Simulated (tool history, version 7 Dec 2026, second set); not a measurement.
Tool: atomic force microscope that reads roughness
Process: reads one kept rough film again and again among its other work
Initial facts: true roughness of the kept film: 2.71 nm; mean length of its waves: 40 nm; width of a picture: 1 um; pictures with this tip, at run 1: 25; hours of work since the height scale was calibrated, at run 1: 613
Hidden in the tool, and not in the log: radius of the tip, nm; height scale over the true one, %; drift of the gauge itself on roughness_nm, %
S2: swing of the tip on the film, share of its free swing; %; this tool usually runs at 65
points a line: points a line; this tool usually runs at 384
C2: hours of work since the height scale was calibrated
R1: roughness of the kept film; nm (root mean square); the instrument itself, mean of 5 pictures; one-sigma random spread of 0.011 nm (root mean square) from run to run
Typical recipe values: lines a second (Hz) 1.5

run 1 hour=0 | lines_a_second_(Hz)=1.5 S2=65 points_a_line=384 | pictures_with_this_tip=25 C2=613 | R1=2.357
run 2 hour=21.3 | lines_a_second_(Hz)=1.5 S2=65 points_a_line=384 | pictures_with_this_tip=48 C2=628 | R1=2.263
run 3 hour=39.3 | lines_a_second_(Hz)=1.5 S2=65 points_a_line=384 | pictures_with_this_tip=69 C2=640 | R1=2.225
run 4 hour=55.8 | lines_a_second_(Hz)=1.5 S2=65 points_a_line=384 | pictures_with_this_tip=87 C2=652 | R1=2.162
run 5 hour=69.5 | lines_a_second_(Hz)=1.5 S2=65 points_a_line=384 | pictures_with_this_tip=103 C2=661 | R1=2.109
run 6 hour=84.2 | lines_a_second_(Hz)=1.5 S2=65 points_a_line=384 | pictures_with_this_tip=119 C2=672 | R1=2.066
run 7 hour=105 | lines_a_second_(Hz)=1.5 S2=65 points_a_line=384 | pictures_with_this_tip=143 C2=686 | R1=2.018
-- hour=125.5 new tip fitted
run 8 hour=126 | lines_a_second_(Hz)=1.5 S2=65 points_a_line=384 | pictures_with_this_tip=1 C2=700 | R1=2.456
run 9 hour=139.9 | lines_a_second_(Hz)=1.5 S2=65 points_a_line=384 | pictures_with_this_tip=16 C2=710 | R1=2.381
run 10 hour=156.9 | lines_a_second_(Hz)=1.5 S2=65 points_a_line=384 | pictures_with_this_tip=36 C2=722 | R1=2.326
run 11 hour=170.7 | lines_a_second_(Hz)=1.5 S2=65 points_a_line=266 | pictures_with_this_tip=51 C2=732 | R1=2.254
run 12 hour=192.6 | lines_a_second_(Hz)=1.5 S2=65 points_a_line=737 | pictures_with_this_tip=76 C2=747 | R1=2.182
run 13 hour=208.6 | lines_a_second_(Hz)=1.5 S2=65 points_a_line=342 | pictures_with_this_tip=94 C2=758 | R1=2.139
run 14 hour=222.5 | lines_a_second_(Hz)=1.5 S2=65 points_a_line=342 | pictures_with_this_tip=109 C2=768 | R1=2.105
run 15 hour=239.6 | lines_a_second_(Hz)=1.5 S2=65 points_a_line=342 | pictures_with_this_tip=129 C2=780 | R1=2.04
run 16 hour=260.7 | lines_a_second_(Hz)=1.5 S2=65 points_a_line=342 | pictures_with_this_tip=152 C2=795 | R1=1.99
-- hour=272.7 new tip fitted
run 17 hour=278.4 | lines_a_second_(Hz)=1.5 S2=84 points_a_line=384 | pictures_with_this_tip=7 C2=807 | R1=2.292
run 18 hour=293.6 | lines_a_second_(Hz)=1.5 S2=65 points_a_line=384 | pictures_with_this_tip=24 C2=818 | R1=2.352
run 19 hour=306.7 | lines_a_second_(Hz)=1.5 S2=65 points_a_line=384 | pictures_with_this_tip=39 C2=827 | R1=2.289
run 20 hour=326.3 | lines_a_second_(Hz)=1.5 S2=65 points_a_line=384 | pictures_with_this_tip=61 C2=840 | R1=2.235
run 21 hour=336.3 | lines_a_second_(Hz)=1.5 S2=65 points_a_line=274 | pictures_with_this_tip=72 C2=847 | R1=2.201
run 22 hour=349.3 | lines_a_second_(Hz)=1.5 S2=65 points_a_line=890 | pictures_with_this_tip=87 C2=857 | R1=2.189
run 23 hour=371.3 | lines_a_second_(Hz)=1.5 S2=65 points_a_line=890 | pictures_with_this_tip=111 C2=872 | R1=2.105
run 24 hour=383.7 | lines_a_second_(Hz)=1.5 S2=77 points_a_line=384 | pictures_with_this_tip=125 C2=881 | R1=1.994
run 25 hour=395.9 | lines_a_second_(Hz)=1.5 S2=77 points_a_line=384 | pictures_with_this_tip=139 C2=889 | R1=1.954
run 26 hour=416.5 | lines_a_second_(Hz)=0.6 S2=61 points_a_line=584 | pictures_with_this_tip=162 C2=904 | R1=1.996
-- hour=420.6 new tip fitted
run 27 hour=430.4 | lines_a_second_(Hz)=0.8 S2=70 points_a_line=334 | pictures_with_this_tip=11 C2=913 | R1=2.402
run 28 hour=446.6 | lines_a_second_(Hz)=0.8 S2=70 points_a_line=334 | pictures_with_this_tip=30 C2=924 | R1=2.355
run 29 hour=459.1 | lines_a_second_(Hz)=0.8 S2=70 points_a_line=334 | pictures_with_this_tip=44 C2=933 | R1=2.301
run 30 hour=480.6 | lines_a_second_(Hz)=2.04 S2=66 points_a_line=569 | pictures_with_this_tip=68 C2=948 | R1=2.179
run 31 hour=493.9 | lines_a_second_(Hz)=2.04 S2=83 points_a_line=922 | pictures_with_this_tip=83 C2=957 | R1=2.043
run 32 hour=505.5 | lines_a_second_(Hz)=2.04 S2=83 points_a_line=922 | pictures_with_this_tip=96 C2=966 | R1=1.986
run 33 hour=525.3 | lines_a_second_(Hz)=0.99 S2=90 points_a_line=733 | pictures_with_this_tip=118 C2=979 | R1=1.997
run 34 hour=544.7 | lines_a_second_(Hz)=3.22 S2=65 points_a_line=533 | pictures_with_this_tip=140 C2=993 | R1=1.946
run 35 hour=566.3 | lines_a_second_(Hz)=3.22 S2=65 points_a_line=533 | pictures_with_this_tip=164 C2=1008 | R1=1.907
-- hour=567.8 new tip fitted
run 36 hour=576.9 | lines_a_second_(Hz)=3.22 S2=65 points_a_line=533 | pictures_with_this_tip=11 C2=1015 | R1=2.341
run 37 hour=596.5 | lines_a_second_(Hz)=0.69 S2=56 points_a_line=753 | pictures_with_this_tip=33 C2=1029 | R1=2.386
run 38 hour=607.5 | lines_a_second_(Hz)=1.91 S2=56 points_a_line=793 | pictures_with_this_tip=45 C2=1037 | R1=2.298
run 39 hour=616.7 | lines_a_second_(Hz)=1.91 S2=56 points_a_line=793 | pictures_with_this_tip=56 C2=1043 | R1=2.278
run 40 hour=625.6 | lines_a_second_(Hz)=1.91 S2=56 points_a_line=793 | pictures_with_this_tip=66 C2=1049 | R1=2.247
run 41 hour=645.3 | lines_a_second_(Hz)=1.5 S2=65 points_a_line=347 | pictures_with_this_tip=88 C2=1063 | R1=2.138
run 42 hour=660.2 | lines_a_second_(Hz)=1.5 S2=65 points_a_line=347 | pictures_with_this_tip=104 C2=1074 | R1=2.114
run 43 hour=677.4 | lines_a_second_(Hz)=2.65 S2=87 points_a_line=624 | pictures_with_this_tip=124 C2=1086 | R1=1.827
run 44 hour=690.2 | lines_a_second_(Hz)=2.65 S2=59 points_a_line=624 | pictures_with_this_tip=138 C2=1095 | R1=2.023
run 45 hour=711.7 | lines_a_second_(Hz)=3.15 S2=59 points_a_line=363 | pictures_with_this_tip=162 C2=1110 | R1=1.948
-- hour=714.8 new tip fitted
run 46 hour=723.5 | lines_a_second_(Hz)=3.15 S2=60 points_a_line=987 | pictures_with_this_tip=10 C2=1118 | R1=2.373
run 47 hour=745.5 | lines_a_second_(Hz)=2.09 S2=65 points_a_line=987 | pictures_with_this_tip=35 C2=1133 | R1=2.308
run 48 hour=756.7 | lines_a_second_(Hz)=0.89 S2=66 points_a_line=384 | pictures_with_this_tip=48 C2=1141 | R1=2.309
run 49 hour=773.7 | lines_a_second_(Hz)=2.39 S2=63 points_a_line=366 | pictures_with_this_tip=67 C2=1153 | R1=2.206
run 50 hour=795.3 | lines_a_second_(Hz)=1.5 S2=63 points_a_line=616 | pictures_with_this_tip=91 C2=1168 | R1=2.17

Forecast each of these 4 alternatives for the next run:
run A hour=807.8 | lines_a_second_(Hz)=2.02 S2=81 points_a_line=509 | pictures_with_this_tip=105 C2=1177 | R1=?
run B hour=807.8 | lines_a_second_(Hz)=1.5 S2=60 points_a_line=384 | pictures_with_this_tip=105 C2=1177 | R1=?
run C hour=807.8 | lines_a_second_(Hz)=2.53 S2=64 points_a_line=616 | pictures_with_this_tip=105 C2=1177 | R1=?
run D hour=807.8 | lines_a_second_(Hz)=1.5 S2=56 points_a_line=384 | pictures_with_this_tip=105 C2=1177 | R1=?

run=A R1=1.982
run=B R1=2.112
run=C R1=2.081
run=D R1=2.127
The same runs, with their run-to-run variation unchanged, on a tool lacking any hidden condition would have given:
run=A R1=2.307
run=B R1=2.46
run=C R1=2.423
run=D R1=2.476

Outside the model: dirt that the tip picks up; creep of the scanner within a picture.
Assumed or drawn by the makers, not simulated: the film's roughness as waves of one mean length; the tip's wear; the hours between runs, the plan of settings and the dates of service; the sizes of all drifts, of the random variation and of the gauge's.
